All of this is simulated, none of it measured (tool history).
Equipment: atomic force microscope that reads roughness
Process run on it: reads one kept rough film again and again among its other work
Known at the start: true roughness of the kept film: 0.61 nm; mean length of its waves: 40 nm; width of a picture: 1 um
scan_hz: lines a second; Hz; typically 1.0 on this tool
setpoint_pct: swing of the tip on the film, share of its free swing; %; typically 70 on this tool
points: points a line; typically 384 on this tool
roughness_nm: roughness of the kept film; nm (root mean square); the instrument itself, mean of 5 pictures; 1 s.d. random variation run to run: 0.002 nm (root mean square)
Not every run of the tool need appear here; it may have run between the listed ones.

run   hour  scan_hz  setpoint_pct  points  roughness_nm
  1    0.0      1.0            70     384         0.571
  2   12.6      1.0            70     641         0.571
  3   29.7      1.0            70     641         0.572
      32.1  -- new tip fitted
  4   51.4      1.0            70     641         0.575
  5   68.7      1.1            70     641         0.571
  6   90.8      1.0            70     384         0.571
  7  109.8      1.0            70     384         0.568
     115.4  -- new tip fitted
  8  122.4      1.3            70     541         0.564

Expected results for the next run?
  9  138.2      1.3            70     541             ?

Run 9 yielded roughness_nm 0.565 nm (root mean square).
With the hidden condition absent and the run-to-run variation left alone, this run would have shown roughness_nm 0.566 nm (root mean square).
